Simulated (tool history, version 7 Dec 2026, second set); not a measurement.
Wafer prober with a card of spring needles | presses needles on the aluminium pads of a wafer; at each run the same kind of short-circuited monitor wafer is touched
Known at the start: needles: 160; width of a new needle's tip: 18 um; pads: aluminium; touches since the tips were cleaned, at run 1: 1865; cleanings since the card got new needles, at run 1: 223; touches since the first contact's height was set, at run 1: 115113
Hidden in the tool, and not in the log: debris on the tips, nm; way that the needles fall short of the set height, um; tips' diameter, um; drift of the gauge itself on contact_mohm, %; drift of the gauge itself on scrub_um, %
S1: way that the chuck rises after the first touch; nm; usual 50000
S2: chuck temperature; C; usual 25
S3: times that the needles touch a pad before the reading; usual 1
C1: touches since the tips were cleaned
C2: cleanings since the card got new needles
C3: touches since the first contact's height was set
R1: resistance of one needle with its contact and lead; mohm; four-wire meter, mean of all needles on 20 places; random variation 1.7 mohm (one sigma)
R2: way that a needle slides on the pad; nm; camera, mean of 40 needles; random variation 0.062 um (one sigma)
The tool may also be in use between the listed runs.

| run | hour | S1 | S2 | S3 | C1 | C2 | C3 | R1 | R2 |
|---|---|---|---|---|---|---|---|---|---|
| 1 | 0.0 | 50000 | 25 | 1 | 1865 | 223 | 115113 | 164 | 7030 |
|  | 0.8 | tips cleaned on abrasive film |
|  | 4.4 | tips cleaned on abrasive film |
|  | 8.0 | tips cleaned on abrasive film |
|  | 10.8 | tips cleaned on abrasive film |
|  | 14.4 | tips cleaned on abrasive film |
|  | 18.0 | tips cleaned on abrasive film |
|  | 21.6 | tips cleaned on abrasive film |
| 2 | 22.8 | 50000 | 25 | 1 | 813 | 230 | 130201 | 165 | 7100 |
|  | 25.0 | tips cleaned on abrasive film |
|  | 28.5 | tips cleaned on abrasive film |
|  | 32.1 | tips cleaned on abrasive film |
|  | 35.7 | tips cleaned on abrasive film |
|  | 39.3 | tips cleaned on abrasive film |
|  | 42.9 | tips cleaned on abrasive film |
|  | 46.4 | tips cleaned on abrasive film |
|  | 49.3 | tips cleaned on abrasive film |
|  | 52.9 | tips cleaned on abrasive film |
|  | 56.5 | tips cleaned on abrasive film |
|  | 60.1 | tips cleaned on abrasive film |
| 3 | 61.8 | 50000 | 25 | 1 | 1163 | 241 | 156108 | 165 | 7220 |
|  | 63.3 | tips cleaned on abrasive film |
|  | 66.1 | tips cleaned on abrasive film |
|  | 69.7 | tips cleaned on abrasive film |
|  | 72.6 | tips cleaned on abrasive film |
|  | 76.2 | tips cleaned on abrasive film |
|  | 79.8 | tips cleaned on abrasive film |
|  | 83.4 | tips cleaned on abrasive film |
|  | 86.2 | tips cleaned on abrasive film |
|  | 89.8 | tips cleaned on abrasive film |
|  | 93.4 | tips cleaned on abrasive film |
| 4 | 95.2 | 50000 | 25 | 1 | 1206 | 251 | 178248 | 165 | 7130 |
|  | 96.7 | tips cleaned on abrasive film |
|  | 99.5 | tips cleaned on abrasive film |
|  | 103.1 | tips cleaned on abrasive film |
|  | 106.7 | tips cleaned on abrasive film |
|  | 110.3 | tips cleaned on abrasive film |
|  | 113.9 | tips cleaned on abrasive film |
|  | 117.4 | tips cleaned on abrasive film |
|  | 121.0 | tips cleaned on abrasive film |
|  | 123.4 | height of the first contact set anew |
|  | 124.9 | tips cleaned on abrasive film |
| 5 | 126.4 | 50000 | 25 | 1 | 1037 | 260 | 1989 | 165 | 7120 |
|  | 127.9 | tips cleaned on abrasive film |
|  | 131.5 | tips cleaned on abrasive film |
|  | 135.1 | tips cleaned on abrasive film |
|  | 138.7 | tips cleaned on abrasive film |
|  | 142.2 | tips cleaned on abrasive film |
|  | 145.8 | tips cleaned on abrasive film |
|  | 149.4 | tips cleaned on abrasive film |
|  | 153.0 | tips cleaned on abrasive film |
|  | 156.6 | tips cleaned on abrasive film |
| 6 | 157.8 | 50000 | 25 | 1 | 830 | 269 | 22803 | 163 | 7120 |
|  | 160.0 | tips cleaned on abrasive film |
|  | 163.5 | tips cleaned on abrasive film |
|  | 167.1 | tips cleaned on abrasive film |
|  | 170.7 | tips cleaned on abrasive film |
|  | 173.6 | tips cleaned on abrasive film |
|  | 177.2 | tips cleaned on abrasive film |
|  | 180.7 | tips cleaned on abrasive film |
|  | 184.3 | tips cleaned on abrasive film |
|  | 187.9 | tips cleaned on abrasive film |
|  | 191.5 | tips cleaned on abrasive film |
|  | 195.1 | tips cleaned on abrasive film |
| 7 | 195.3 | 50000 | 25 | 3 | 130 | 280 | 47676 | 167 | 7180 |
|  | 198.1 | tips cleaned on abrasive film |
|  | 201.7 | tips cleaned on abrasive film |
|  | 204.6 | tips cleaned on abrasive film |
|  | 208.2 | tips cleaned on abrasive film |
|  | 211.1 | tips cleaned on abrasive film |
|  | 214.7 | tips cleaned on abrasive film |
|  | 218.1 | tips cleaned on abrasive film |
| 8 | 218.1 | 50000 | 25 | 3 | 0 | 287 | 62787 | 164 | 7140 |
|  | 221.6 | tips cleaned on abrasive film |
|  | 225.2 | tips cleaned on abrasive film |
|  | 228.1 | tips cleaned on abrasive film |
|  | 231.7 | tips cleaned on abrasive film |
|  | 235.3 | tips cleaned on abrasive film |
|  | 238.9 | tips cleaned on abrasive film |
|  | 242.4 | tips cleaned on abrasive film |
|  | 246.0 | tips cleaned on abrasive film |
|  | 249.6 | tips cleaned on abrasive film |
|  | 253.2 | tips cleaned on abrasive film |
|  | 256.1 | tips cleaned on abrasive film |
|  | 259.6 | tips cleaned on abrasive film |
| 9 | 261.0 | 50000 | 25 | 3 | 907 | 299 | 91292 | 165 | 7060 |

Forecast run 10:
|  | 263.2 | tips cleaned on abrasive film |
|  | 266.7 | tips cleaned on abrasive film |
|  | 270.3 | tips cleaned on abrasive film |
|  | 273.9 | tips cleaned on abrasive film |
|  | 276.8 | tips cleaned on abrasive film |
|  | 280.4 | tips cleaned on abrasive film |
|  | 283.2 | tips cleaned on abrasive film |
|  | 286.8 | tips cleaned on abrasive film |
|  | 289.7 | tips cleaned on abrasive film |
|  | 293.3 | tips cleaned on abrasive film |
|  | 296.2 | tips cleaned on abrasive film |
| 10 | 296.3 | 50000 | 25 | 3 | 54 | 310 | 114663 | ? | ? |

{"run 10": {"R1": 167, "R2": 7060}}
Without the tool's hidden state the same run would have given R1 167 mohm, R2 7060 nm.
